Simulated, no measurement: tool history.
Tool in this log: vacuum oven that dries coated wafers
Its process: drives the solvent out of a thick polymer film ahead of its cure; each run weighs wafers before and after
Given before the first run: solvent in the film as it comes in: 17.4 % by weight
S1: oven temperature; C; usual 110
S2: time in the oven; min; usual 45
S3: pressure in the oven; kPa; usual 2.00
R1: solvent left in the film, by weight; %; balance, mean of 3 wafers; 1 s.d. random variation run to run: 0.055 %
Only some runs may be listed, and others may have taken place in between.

Run 1, hour 0.0: usual settings. Result: R1 2.47 %.
Run 2, hour 14.7: usual settings but S1 114 C. Result: R1 1.64 %.
Run 3, hour 27.0: usual settings but S1 114 C. Result: R1 1.55 %.
Run 4, hour 50.2: usual settings but S2 24 min. Result: R1 5.25 %.
Run 5, hour 63.4: usual settings but S2 24 min. Result: R1 5.22 %.
Run 6, hour 88.4: usual settings. Result: R1 2.40 %.
Run 7, hour 110.7: usual settings. Result: R1 2.45 %.
Run 8, hour 126.3: usual settings but S1 107 C. Result: R1 3.21 %.
Run 9, hour 142.5: usual settings but S1 107 C. Result: R1 3.33 %.
Run 10, hour 154.6: usual settings but S2 66 min. Result: R1 1.32 %.
Run 11, hour 182.6: usual settings but S2 25 min. Result: R1 5.03 %.
Run 12, hour 198.3: usual settings but S1 106 C. Result: R1 3.51 %.
Run 13, hour 216.9: usual settings but S1 124 C. Result: R1 0.62 %.
Run 14, hour 239.4: usual settings but S2 49 min. Result: R1 2.20 %.
Run 15, hour 266.3: usual settings but S2 49 min. Result: R1 2.22 %.
Run 16, hour 291.6: usual settings but S2 49 min, S3 4.30 kPa. Result: R1 2.69 %.
Run 17, hour 313.4: usual settings. Result: R1 2.52 %.
Run 18, hour 336.5: usual settings. Result: R1 2.52 %.
Run 19, hour 356.7: usual settings but S1 120 C, S2 34 min, S3 1.07 kPa. Result: R1 1.23 %.
Run 20, hour 384.7: usual settings but S1 120 C, S2 34 min, S3 1.07 kPa. Result: R1 1.20 %.
Run 21, hour 397.9: usual settings but S1 120 C, S2 34 min, S3 1.07 kPa. Result: R1 1.22 %.
At hour 400.7: vacuum gauge cleaned of residue and calibrated.
Run 22, hour 423.8: usual settings but S1 114 C, S3 1.34 kPa. Result: R1 1.55 %.
Run 23, hour 447.8: usual settings but S1 107 C, S2 32 min, S3 1.11 kPa. Result: R1 4.73 %.
Run 24, hour 469.8: usual settings but S1 102 C, S2 32 min. Result: R1 6.55 %.
At hour 476.2: vacuum gauge cleaned of residue and calibrated, once more.
Run 25, hour 489.1: usual settings but S1 121 C, S2 35 min. Result: R1 1.17 %.
Run 26, hour 504.2: usual settings but S1 121 C, S2 35 min. Result: R1 1.20 %.
Run 27, hour 532.3: usual settings but S1 96 C, S3 2.39 kPa. Result: R1 6.78 %.
Run 28, hour 552.2: usual settings but S1 124 C, S2 25 min. Result: R1 1.43 %.

For run 29, what comes out?
Run 29, hour 564.7: usual settings but S1 107 C, S2 41 min, S3 3.20 kPa. Result: R1 ?.

R1: 3.92 %
Minus the tool's unlogged condition, the same run would have read R1 3.69 %.

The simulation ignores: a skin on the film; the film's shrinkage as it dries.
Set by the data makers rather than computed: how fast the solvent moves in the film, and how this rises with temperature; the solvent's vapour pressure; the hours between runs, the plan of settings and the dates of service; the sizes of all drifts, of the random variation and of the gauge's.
